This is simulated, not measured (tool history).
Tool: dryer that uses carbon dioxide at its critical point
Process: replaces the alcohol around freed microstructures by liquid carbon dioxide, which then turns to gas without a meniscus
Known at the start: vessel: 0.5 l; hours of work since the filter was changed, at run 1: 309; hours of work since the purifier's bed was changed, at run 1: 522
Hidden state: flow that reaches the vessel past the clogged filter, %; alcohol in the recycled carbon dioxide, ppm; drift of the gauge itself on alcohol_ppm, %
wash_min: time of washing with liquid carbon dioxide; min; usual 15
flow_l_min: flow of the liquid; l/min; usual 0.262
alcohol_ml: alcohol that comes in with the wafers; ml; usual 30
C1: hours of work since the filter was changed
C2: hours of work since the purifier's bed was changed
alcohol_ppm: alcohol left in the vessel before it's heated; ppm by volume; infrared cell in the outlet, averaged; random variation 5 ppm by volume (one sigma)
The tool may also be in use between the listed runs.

{"run": 1, "hour": 0.0, "wash_min": 15, "flow_l_min": 0.262, "alcohol_ml": 30, "C1": 309, "C2": 522, "alcohol_ppm": 113}
{"run": 2, "hour": 20.7, "wash_min": 15, "flow_l_min": 0.262, "alcohol_ml": 30, "C1": 315, "C2": 528, "alcohol_ppm": 113}
{"run": 3, "hour": 45.5, "wash_min": 15, "flow_l_min": 0.164, "alcohol_ml": 30, "C1": 323, "C2": 536, "alcohol_ppm": 880}
{"run": 4, "hour": 81.2, "wash_min": 15, "flow_l_min": 0.164, "alcohol_ml": 30, "C1": 334, "C2": 547, "alcohol_ppm": 878}
{"run": 5, "hour": 111.3, "wash_min": 15, "flow_l_min": 0.262, "alcohol_ml": 29, "C1": 344, "C2": 557, "alcohol_ppm": 109}
{"run": 6, "hour": 140.7, "wash_min": 15, "flow_l_min": 0.262, "alcohol_ml": 29, "C1": 353, "C2": 566, "alcohol_ppm": 115}
{"run": 7, "hour": 173.9, "wash_min": 15, "flow_l_min": 0.165, "alcohol_ml": 30, "C1": 364, "C2": 577, "alcohol_ppm": 900}
{"run": 8, "hour": 210.4, "wash_min": 15, "flow_l_min": 0.262, "alcohol_ml": 30, "C1": 375, "C2": 588, "alcohol_ppm": 124}
{"run": 9, "hour": 245.1, "wash_min": 15, "flow_l_min": 0.262, "alcohol_ml": 30, "C1": 386, "C2": 599, "alcohol_ppm": 115}
{"run": 10, "hour": 287.3, "wash_min": 15, "flow_l_min": 0.262, "alcohol_ml": 30, "C1": 400, "C2": 613, "alcohol_ppm": 136}
{"run": 11, "hour": 319.5, "wash_min": 15, "flow_l_min": 0.338, "alcohol_ml": 30, "C1": 410, "C2": 623, "alcohol_ppm": 85}
{"run": 12, "hour": 348.8, "wash_min": 15, "flow_l_min": 0.338, "alcohol_ml": 30, "C1": 419, "C2": 632, "alcohol_ppm": 86}
{"hour": 368.7, "done": "inlet filter changed"}
{"run": 13, "hour": 369.8, "wash_min": 15, "flow_l_min": 0.262, "alcohol_ml": 44, "C1": 0, "C2": 638, "alcohol_ppm": 106}
{"run": 14, "hour": 398.8, "wash_min": 15, "flow_l_min": 0.262, "alcohol_ml": 44, "C1": 10, "C2": 648, "alcohol_ppm": 112}
{"run": 15, "hour": 433.8, "wash_min": 15, "flow_l_min": 0.262, "alcohol_ml": 34, "C1": 21, "C2": 659, "alcohol_ppm": 100}
{"run": 16, "hour": 460.0, "wash_min": 15, "flow_l_min": 0.262, "alcohol_ml": 30, "C1": 29, "C2": 667, "alcohol_ppm": 104}
{"run": 17, "hour": 479.6, "wash_min": 15, "flow_l_min": 0.262, "alcohol_ml": 30, "C1": 35, "C2": 673, "alcohol_ppm": 109}
{"run": 18, "hour": 503.8, "wash_min": 15, "flow_l_min": 0.262, "alcohol_ml": 30, "C1": 43, "C2": 681, "alcohol_ppm": 111}
{"run": 19, "hour": 526.8, "wash_min": 20, "flow_l_min": 0.262, "alcohol_ml": 30, "C1": 50, "C2": 688, "alcohol_ppm": 80}
{"run": 20, "hour": 566.3, "wash_min": 20, "flow_l_min": 0.262, "alcohol_ml": 30, "C1": 63, "C2": 701, "alcohol_ppm": 85}
{"run": 21, "hour": 604.6, "wash_min": 20, "flow_l_min": 0.262, "alcohol_ml": 30, "C1": 75, "C2": 713, "alcohol_ppm": 91}
{"run": 22, "hour": 623.8, "wash_min": 20, "flow_l_min": 0.262, "alcohol_ml": 30, "C1": 81, "C2": 719, "alcohol_ppm": 88}
{"run": 23, "hour": 652.9, "wash_min": 20, "flow_l_min": 0.262, "alcohol_ml": 30, "C1": 90, "C2": 728, "alcohol_ppm": 93}
{"run": 24, "hour": 672.6, "wash_min": 20, "flow_l_min": 0.262, "alcohol_ml": 30, "C1": 96, "C2": 734, "alcohol_ppm": 85}
{"run": 25, "hour": 696.1, "wash_min": 15, "flow_l_min": 0.243, "alcohol_ml": 73, "C1": 104, "C2": 742, "alcohol_ppm": 229}
{"run": 26, "hour": 725.6, "wash_min": 15, "flow_l_min": 0.243, "alcohol_ml": 73, "C1": 113, "C2": 751, "alcohol_ppm": 225}
{"run": 27, "hour": 743.8, "wash_min": 15, "flow_l_min": 0.243, "alcohol_ml": 73, "C1": 119, "C2": 757, "alcohol_ppm": 232}
{"run": 28, "hour": 772.5, "wash_min": 13, "flow_l_min": 0.298, "alcohol_ml": 46, "C1": 128, "C2": 766, "alcohol_ppm": 134}
{"run": 29, "hour": 795.4, "wash_min": 13, "flow_l_min": 0.298, "alcohol_ml": 46, "C1": 135, "C2": 773, "alcohol_ppm": 141}
{"run": 30, "hour": 831.0, "wash_min": 15, "flow_l_min": 0.262, "alcohol_ml": 90, "C1": 146, "C2": 784, "alcohol_ppm": 194}
{"run": 31, "hour": 862.1, "wash_min": 11, "flow_l_min": 0.262, "alcohol_ml": 70, "C1": 156, "C2": 794, "alcohol_ppm": 720}
{"run": 32, "hour": 880.1, "wash_min": 20, "flow_l_min": 0.171, "alcohol_ml": 70, "C1": 162, "C2": 800, "alcohol_ppm": 359}
{"run": 33, "hour": 897.4, "wash_min": 20, "flow_l_min": 0.171, "alcohol_ml": 70, "C1": 167, "C2": 805, "alcohol_ppm": 364}
{"run": 34, "hour": 924.0, "wash_min": 13, "flow_l_min": 0.262, "alcohol_ml": 55, "C1": 176, "C2": 814, "alcohol_ppm": 272}
{"run": 35, "hour": 951.4, "wash_min": 13, "flow_l_min": 0.262, "alcohol_ml": 55, "C1": 184, "C2": 823, "alcohol_ppm": 285}
{"run": 36, "hour": 975.3, "wash_min": 13, "flow_l_min": 0.262, "alcohol_ml": 55, "C1": 192, "C2": 830, "alcohol_ppm": 284}
{"run": 37, "hour": 1001.8, "wash_min": 16, "flow_l_min": 0.262, "alcohol_ml": 45, "C1": 200, "C2": 838, "alcohol_ppm": 136}
{"run": 38, "hour": 1022.9, "wash_min": 10, "flow_l_min": 0.287, "alcohol_ml": 72, "C1": 207, "C2": 845, "alcohol_ppm": 763}
{"run": 39, "hour": 1052.5, "wash_min": 14, "flow_l_min": 0.327, "alcohol_ml": 28, "C1": 216, "C2": 855, "alcohol_ppm": 107}
{"run": 40, "hour": 1085.9, "wash_min": 15, "flow_l_min": 0.358, "alcohol_ml": 30, "C1": 227, "C2": 865, "alcohol_ppm": 102}
{"run": 41, "hour": 1116.3, "wash_min": 22, "flow_l_min": 0.393, "alcohol_ml": 30, "C1": 237, "C2": 875, "alcohol_ppm": 100}
{"run": 42, "hour": 1152.5, "wash_min": 10, "flow_l_min": 0.429, "alcohol_ml": 57, "C1": 248, "C2": 886, "alcohol_ppm": 129}
{"run": 43, "hour": 1170.5, "wash_min": 15, "flow_l_min": 0.196, "alcohol_ml": 21, "C1": 254, "C2": 892, "alcohol_ppm": 313}
{"run": 44, "hour": 1212.9, "wash_min": 19, "flow_l_min": 0.196, "alcohol_ml": 115, "C1": 267, "C2": 905, "alcohol_ppm": 383}
{"run": 45, "hour": 1242.1, "wash_min": 19, "flow_l_min": 0.248, "alcohol_ml": 115, "C1": 276, "C2": 915, "alcohol_ppm": 150}

Hidden state at the last listed run before each entry between runs and at the first one after, where it differs:
Between runs 12 and 13: inlet filter changed (hour 368.7)
  flow that reaches the vessel past the clogged filter, %: 90 -> 99.9; alcohol in the recycled carbon dioxide, ppm: 74.4 -> 75
  measured less the result without the state, alcohol_ppm: +74 -> +72 ppm by volume
